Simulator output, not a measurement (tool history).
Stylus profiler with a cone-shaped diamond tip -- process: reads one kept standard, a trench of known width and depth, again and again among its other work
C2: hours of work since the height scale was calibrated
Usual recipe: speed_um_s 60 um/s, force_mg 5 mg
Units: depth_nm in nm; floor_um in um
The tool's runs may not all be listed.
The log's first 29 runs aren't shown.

{"run": 30, "hour": 2392.9, "speed_um_s": 60, "force_mg": 6.99, "scans with this tip": 12448, "C2": 862, "depth_nm": 204.82, "floor_um": 17.48}
{"run": 31, "hour": 2498.4, "speed_um_s": 24, "force_mg": 4.43, "scans with this tip": 13179, "C2": 917, "depth_nm": 203.39, "floor_um": 17.59}
{"run": 32, "hour": 2593.7, "speed_um_s": 36, "force_mg": 10.27, "scans with this tip": 13840, "C2": 968, "depth_nm": 206.3, "floor_um": 17.53}
{"run": 33, "hour": 2644.8, "speed_um_s": 19, "force_mg": 6.77, "scans with this tip": 14194, "C2": 994, "depth_nm": 204.72, "floor_um": 17.58}
{"run": 34, "hour": 2704.9, "speed_um_s": 19, "force_mg": 6.77, "scans with this tip": 14610, "C2": 1026, "depth_nm": 204.78, "floor_um": 17.5}
{"run": 35, "hour": 2807.2, "speed_um_s": 93, "force_mg": 14.42, "scans with this tip": 15320, "C2": 1080, "depth_nm": 208.07, "floor_um": 17.36}
{"run": 36, "hour": 2894.3, "speed_um_s": 23, "force_mg": 3.46, "scans with this tip": 15924, "C2": 1126, "depth_nm": 202.74, "floor_um": 17.45}
{"run": 37, "hour": 2951.0, "speed_um_s": 52, "force_mg": 2.76, "scans with this tip": 16317, "C2": 1156, "depth_nm": 202.05, "floor_um": 17.2}
{"run": 38, "hour": 3038.9, "speed_um_s": 53, "force_mg": 10, "scans with this tip": 16926, "C2": 1202, "depth_nm": 205.86, "floor_um": 17.34}
{"run": 39, "hour": 3110.3, "speed_um_s": 17, "force_mg": 3, "scans with this tip": 17420, "C2": 1239, "depth_nm": 202.26, "floor_um": 17.38}
{"run": 40, "hour": 3192.3, "speed_um_s": 118, "force_mg": 2.36, "scans with this tip": 17989, "C2": 1282, "depth_nm": 201.76, "floor_um": 16.7}
{"run": 41, "hour": 3280.0, "speed_um_s": 31, "force_mg": 5, "scans with this tip": 18597, "C2": 1329, "depth_nm": 203.63, "floor_um": 17.33}
{"run": 42, "hour": 3327.0, "speed_um_s": 31, "force_mg": 5, "scans with this tip": 18923, "C2": 1353, "depth_nm": 203.23, "floor_um": 17.29}
{"run": 43, "hour": 3391.9, "speed_um_s": 129, "force_mg": 13.02, "scans with this tip": 19373, "C2": 1387, "depth_nm": 207.37, "floor_um": 17.06}
{"run": 44, "hour": 3485.1, "speed_um_s": 40, "force_mg": 2.66, "scans with this tip": 20019, "C2": 1437, "depth_nm": 202.04, "floor_um": 17.13}
{"run": 45, "hour": 3556.8, "speed_um_s": 43, "force_mg": 10.9, "scans with this tip": 20516, "C2": 1474, "depth_nm": 206.31, "floor_um": 17.27}

Alternative continuations, all from the tool just after run 45; predict every row:
{"run": "A", "hour": 3621.8, "speed_um_s": 60, "force_mg": 8.47, "scans with this tip": 20966, "C2": 1508, "depth_nm": "?", "floor_um": "?"}
{"run": "B", "hour": 3621.8, "speed_um_s": 56, "force_mg": 3.7, "scans with this tip": 20966, "C2": 1508, "depth_nm": "?", "floor_um": "?"}
{"run": "C", "hour": 3621.8, "speed_um_s": 58, "force_mg": 4.04, "scans with this tip": 20966, "C2": 1508, "depth_nm": "?", "floor_um": "?"}
{"run": "D", "hour": 3621.8, "speed_um_s": 24, "force_mg": 2.67, "scans with this tip": 20966, "C2": 1508, "depth_nm": "?", "floor_um": "?"}

run=A depth_nm=204.91 floor_um=17.24
run=B depth_nm=202.5 floor_um=17.1
run=C depth_nm=202.8 floor_um=17.14
run=D depth_nm=201.8 floor_um=17.26
Without the tool's unlogged condition, the same runs would have read:
run=A depth_nm=205.93 floor_um=18.12
run=B depth_nm=203.5 floor_um=17.98
run=C depth_nm=203.81 floor_um=18.02
run=D depth_nm=202.8 floor_um=18.14
